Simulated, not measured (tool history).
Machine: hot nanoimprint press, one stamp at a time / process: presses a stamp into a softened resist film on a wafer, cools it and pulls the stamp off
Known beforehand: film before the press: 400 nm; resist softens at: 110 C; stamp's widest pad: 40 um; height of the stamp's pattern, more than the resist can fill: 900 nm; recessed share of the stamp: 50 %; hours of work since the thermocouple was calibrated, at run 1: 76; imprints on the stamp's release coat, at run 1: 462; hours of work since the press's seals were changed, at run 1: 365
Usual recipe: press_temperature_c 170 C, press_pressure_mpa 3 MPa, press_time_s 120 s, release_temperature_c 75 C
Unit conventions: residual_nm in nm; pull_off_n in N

run	hour	press_temperature_c	press_pressure_mpa	press_time_s	release_temperature_c	hours of work since the thermocouple was calibrated	imprints on the stamp's release coat	hours of work since the press's seals were changed	residual_nm	pull_off_n
1	0	170	3	120	75	76	462	365	196	132.5
2	26.3	170	3	120	75	87	500	376	194.9	131.8
3	63.8	170	3	120	75	103	555	392	193.2	133.1
# hour 85.8: stamp cleaned and given a new release coat
4	90.4	170	3	120	75	112	6	401	196	128
5	112.1	170	3	120	75	121	38	410	193.7	126.3
6	151.5	172	3	120	75	138	95	426	173.2	127.4
7	191	170	3	120	74	154	152	443	194.3	130.1
8	233.2	170	3	120	82	172	213	461	192.9	120.9
9	255.4	170	3	195	75	181	245	470	160.2	129.9
10	275.5	170	3	120	77	190	274	479	194.4	127.9
11	300.7	170	3	120	77	200	311	489	193.9	129
12	327.5	170	3	120	77	212	350	501	192.5	128.9
13	350.3	170	4.5	120	75	221	383	510	163.6	130.8
14	392	170	4.5	120	75	239	443	528	164.3	129.9
15	421.9	170	4.5	120	75	252	486	540	164.2	133.3
16	452.6	169	4.5	102	75	265	531	553	183.8	131.5
# hour 493.4: stamp cleaned and given a new release coat
17	500.1	169	4.34	118	75	282	10	571	176.9	127.8
18	536.2	180	3	120	75	297	62	586	108.7	128.5
19	575.3	179	3	120	64	314	119	603	114.4	141
20	618.2	164	3	95	81	332	181	621	281	121.8
21	638.7	164	3	95	81	341	211	629	278.8	121
22	678.9	172	2.98	120	75	358	269	646	172.1	131.1
23	707.4	170	3	82	75	370	310	658	218.9	130.5

Run 24 comes next. What will it give?
24	738.1	170	1.98	82	66	382	355	671	?	?

Run 24 produced residual_nm 252.8 nm, pull_off_n 141 N.
With the hidden condition absent and the run-to-run variation left alone, this run would have shown residual_nm 255.8 nm, pull_off_n 137.7 N.
